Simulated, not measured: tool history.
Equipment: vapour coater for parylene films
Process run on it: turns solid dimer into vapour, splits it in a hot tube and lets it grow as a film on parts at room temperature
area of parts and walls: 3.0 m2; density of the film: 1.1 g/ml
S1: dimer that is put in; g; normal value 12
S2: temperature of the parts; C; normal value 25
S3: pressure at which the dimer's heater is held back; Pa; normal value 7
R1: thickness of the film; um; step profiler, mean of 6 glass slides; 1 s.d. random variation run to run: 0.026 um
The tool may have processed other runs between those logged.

run	day	S1	S2	S3	R1
1	0	12	25	7	2.17
2	0.717	12	25	11.96	2.04
3	1.471	12	25	3.31	2.38
4	2.546	12	25	3.31	2.4
5	3.717	12	25	3.31	2.34
6	4.858	12	25	3.31	2.33
7	5.958	12	25	3.31	2.34
8	7.062	12	31	7	1.63
9	8.025	5	31	7	0.68
10	8.95	12	28	7	1.86
11	9.779	12	28	7	1.85
12	10.567	12	28	7	1.9
# day 10.712: table's thermometer calibrated
13	11.254	12	28	7	1.85
14	12.162	8	25	7	1.34
15	13.008	12	25	7	2.09
16	13.583	12	25	7	2.08
17	14.825	12	27	7	1.86
# day 15.321: table's thermometer calibrated, once more
18	15.471	12	27	7	1.83
19	16.733	12	19	7	2.55
20	17.342	12	19	7	2.5
21	18.246	12	19	7	2.46
22	19.5	12	19	7	2.42
23	20.65	12	25	7.67	1.86
24	21.512	5	25	7.49	0.77
# day 21.9: trap's valve overhauled
25	22.433	12	36	10.32	1.34
26	23.029	8	23	10.32	1.48
27	23.838	12	25	10.37	2.08
28	24.471	12	17	2.07	3.44
29	25.404	12	34	7.96	1.46
30	26.133	5	19	7.96	1.13
31	27.1	11	21	3.09	2.57
32	28.254	11	21	3.09	2.55
33	29.604	11	21	3.09	2.52
34	30.262	10	25	7	1.75
35	31.6	10	25	7	1.74
36	32.8	16	30	3.63	2.48
37	33.767	7	21	10.79	1.32
38	34.579	8	19	6.97	1.77
39	35.458	14	19	2.09	3.58
40	36.396	12	25	2.84	2.3
41	37.079	9	26	9.14	1.43
42	38.1	9	30	6.36	1.26
43	39.142	11	30	6.9	1.51
44	39.983	8	30	6.9	1.12
45	41.183	8	30	6.9	1.09
46	42.488	8	30	6.9	1.04

Selected run-to-run steps in R1, each split into two signed amounts: the part the tool would show with no hidden state at all (from settings, incoming material and random variation), and the remainder, which goes to the hidden state together with any gauge scatter not common to the measured and the hidden-state-free results:
Hidden state at play: vapour lost through the trap's worn valve, %; true temperature of the parts over the reading, C; drift of the gauge itself on film_um, %.
Run 23 -> 24: S1 12 -> 5, S3 7.67 -> 7.49. R1 -1.09 um: hidden state +0.16, all else -1.25.
Run 24 -> 25: S1 5 -> 12, S2 25 -> 36, S3 7.49 -> 10.32, trap's valve overhauled. R1 +0.57 um: hidden state +0.13, all else +0.44.
Run 28 -> 29: S2 17 -> 34, S3 2.07 -> 7.96. R1 -1.98 um: hidden state +0.02, all else -2.
Run 30 -> 31: S1 5 -> 11, S2 19 -> 21, S3 7.96 -> 3.09. R1 +1.44 um: hidden state -0.05, all else +1.49.
Run 38 -> 39: S1 8 -> 14, S3 6.97 -> 2.09. R1 +1.81 um: hidden state -0.14, all else +1.95.

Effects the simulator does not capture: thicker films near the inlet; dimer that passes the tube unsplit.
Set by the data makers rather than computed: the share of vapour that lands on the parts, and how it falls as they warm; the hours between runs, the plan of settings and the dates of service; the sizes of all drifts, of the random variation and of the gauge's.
